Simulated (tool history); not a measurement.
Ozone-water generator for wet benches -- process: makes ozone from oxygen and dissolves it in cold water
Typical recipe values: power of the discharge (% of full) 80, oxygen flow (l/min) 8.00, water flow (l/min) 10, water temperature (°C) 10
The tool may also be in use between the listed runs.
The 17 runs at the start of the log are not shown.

run	hour	power of the discharge (% of full)	oxygen flow (l/min)	water flow (l/min)	water temperature (°C)	dissolved ozone (ppm)	ozone in the gas ahead of the water (g/m3)
18	423.5	62	6.24	10	10	36.9	206.6
19	455.5	62	6.24	10	10	36.5	208.8
20	470.7	62	6.24	7	12	43.9	209.5
21	506.6	62	6.24	7	12	44.3	206.5
22	522.5	95	8.00	7	6	63.0	239.1
23	538.9	42	6.10	12	10	25.7	169.9
24	571.9	59	6.10	12	10	31.0	202.4
25	601.5	54	6.10	10	10	33.7	192.3
26	622.7	56	8.00	10	10	34.5	180.7
27	650.1	80	8.00	10	13	38.7	216.2
28	675.4	80	8.00	10	8	43.6	215.3
29	708.7	80	10.19	10	8	43.1	197.5
30	735.5	80	10.19	10	8	43.4	198.1
31	759.6	80	8.00	10	15	37.5	215.0

Here are 5 independent what-if runs from the current tool condition. What would each one return?
A	789.1	59	8.00	8	15	?	?
B	789.1	72	8.00	10	10	?	?
C	789.1	58	8.00	12	8	?	?
D	789.1	80	10.54	14	15	?	?
E	789.1	99	8.00	15	10	?	?

run	dissolved ozone (ppm)	ozone in the gas ahead of the water (g/m3)
A	36.0	182.1
B	39.4	204.0
C	32.1	184.0
D	29.5	195.0
E	34.7	242.0
What these runs would have given with no unlogged condition in the tool:
run	dissolved ozone (ppm)	ozone in the gas ahead of the water (g/m3)
A	40.1	191.7
B	44.4	216.1
C	36.1	193.6
D	33.6	207.3
E	39.9	258.9

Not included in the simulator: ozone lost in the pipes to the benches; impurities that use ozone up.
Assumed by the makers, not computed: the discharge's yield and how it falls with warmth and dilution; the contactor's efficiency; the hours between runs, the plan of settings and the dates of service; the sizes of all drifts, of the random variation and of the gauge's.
